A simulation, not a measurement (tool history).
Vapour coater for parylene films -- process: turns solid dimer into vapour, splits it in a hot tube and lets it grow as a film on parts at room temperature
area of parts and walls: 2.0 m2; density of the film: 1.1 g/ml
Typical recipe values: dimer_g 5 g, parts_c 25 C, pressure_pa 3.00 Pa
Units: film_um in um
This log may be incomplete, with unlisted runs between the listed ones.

{"run": 1, "hour": 0.0, "dimer_g": 5, "parts_c": 25, "pressure_pa": 3.0, "film_um": 1.91}
{"run": 2, "hour": 36.2, "dimer_g": 5, "parts_c": 25, "pressure_pa": 3.0, "film_um": 1.89}
{"run": 3, "hour": 102.2, "dimer_g": 5, "parts_c": 25, "pressure_pa": 9.72, "film_um": 1.61}
{"run": 4, "hour": 162.4, "dimer_g": 5, "parts_c": 25, "pressure_pa": 9.72, "film_um": 1.62}
{"run": 5, "hour": 211.2, "dimer_g": 5, "parts_c": 25, "pressure_pa": 9.72, "film_um": 1.62}
{"run": 6, "hour": 248.6, "dimer_g": 5, "parts_c": 25, "pressure_pa": 4.09, "film_um": 1.83}
{"run": 7, "hour": 276.8, "dimer_g": 5, "parts_c": 26, "pressure_pa": 3.0, "film_um": 1.82}
{"hour": 312.5, "done": "trap's valve overhauled"}
{"run": 8, "hour": 340.3, "dimer_g": 5, "parts_c": 26, "pressure_pa": 3.0, "film_um": 1.83}
{"run": 9, "hour": 384.8, "dimer_g": 5, "parts_c": 26, "pressure_pa": 3.0, "film_um": 1.83}
{"run": 10, "hour": 433.1, "dimer_g": 5, "parts_c": 26, "pressure_pa": 3.0, "film_um": 1.83}
{"run": 11, "hour": 483.6, "dimer_g": 5, "parts_c": 20, "pressure_pa": 3.0, "film_um": 2.21}
{"run": 12, "hour": 517.1, "dimer_g": 5, "parts_c": 20, "pressure_pa": 3.0, "film_um": 2.23}
{"run": 13, "hour": 562.5, "dimer_g": 5, "parts_c": 20, "pressure_pa": 3.0, "film_um": 2.2}
{"run": 14, "hour": 626.2, "dimer_g": 5, "parts_c": 20, "pressure_pa": 3.0, "film_um": 2.21}
{"run": 15, "hour": 682.9, "dimer_g": 5, "parts_c": 20, "pressure_pa": 3.0, "film_um": 2.19}
{"run": 16, "hour": 718.8, "dimer_g": 5, "parts_c": 26, "pressure_pa": 2.2, "film_um": 1.88}
{"run": 17, "hour": 771.8, "dimer_g": 2, "parts_c": 19, "pressure_pa": 5.33, "film_um": 0.84}
{"run": 18, "hour": 811.9, "dimer_g": 2, "parts_c": 19, "pressure_pa": 5.33, "film_um": 0.83}
{"run": 19, "hour": 852.8, "dimer_g": 3, "parts_c": 34, "pressure_pa": 3.31, "film_um": 0.82}
{"run": 20, "hour": 881.8, "dimer_g": 3, "parts_c": 34, "pressure_pa": 3.31, "film_um": 0.83}
{"run": 21, "hour": 943.7, "dimer_g": 6, "parts_c": 22, "pressure_pa": 5.08, "film_um": 2.3}
{"run": 22, "hour": 1010.7, "dimer_g": 5, "parts_c": 27, "pressure_pa": 11.68, "film_um": 1.46}
{"run": 23, "hour": 1057.0, "dimer_g": 5, "parts_c": 27, "pressure_pa": 11.68, "film_um": 1.44}
{"hour": 1120.3, "done": "trap's valve overhauled"}
{"run": 24, "hour": 1120.5, "dimer_g": 5, "parts_c": 35, "pressure_pa": 2.29, "film_um": 1.37}
{"run": 25, "hour": 1171.4, "dimer_g": 6, "parts_c": 23, "pressure_pa": 2.29, "film_um": 2.49}
{"run": 26, "hour": 1204.0, "dimer_g": 6, "parts_c": 18, "pressure_pa": 7.89, "film_um": 2.46}
{"run": 27, "hour": 1241.2, "dimer_g": 3, "parts_c": 23, "pressure_pa": 3.0, "film_um": 1.19}
{"run": 28, "hour": 1269.1, "dimer_g": 3, "parts_c": 23, "pressure_pa": 3.0, "film_um": 1.2}

Alternative continuations, all from the tool just after run 28; predict every row:
{"run": "A", "hour": 1328.5, "dimer_g": 3, "parts_c": 29, "pressure_pa": 3.0, "film_um": "?"}
{"run": "B", "hour": 1328.5, "dimer_g": 3, "parts_c": 30, "pressure_pa": 3.0, "film_um": "?"}
{"run": "C", "hour": 1328.5, "dimer_g": 2, "parts_c": 33, "pressure_pa": 6.48, "film_um": "?"}
{"run": "D", "hour": 1328.5, "dimer_g": 7, "parts_c": 30, "pressure_pa": 2.76, "film_um": "?"}
{"run": "E", "hour": 1328.5, "dimer_g": 5, "parts_c": 25, "pressure_pa": 9.48, "film_um": "?"}

run=A film_um=0.97
run=B film_um=0.95
run=C film_um=0.52
run=D film_um=2.24
run=E film_um=1.57
Had the tool no hidden state, the same runs would have come out as:
run=A film_um=1.00
run=B film_um=0.98
run=C film_um=0.53
run=D film_um=2.31
run=E film_um=1.62

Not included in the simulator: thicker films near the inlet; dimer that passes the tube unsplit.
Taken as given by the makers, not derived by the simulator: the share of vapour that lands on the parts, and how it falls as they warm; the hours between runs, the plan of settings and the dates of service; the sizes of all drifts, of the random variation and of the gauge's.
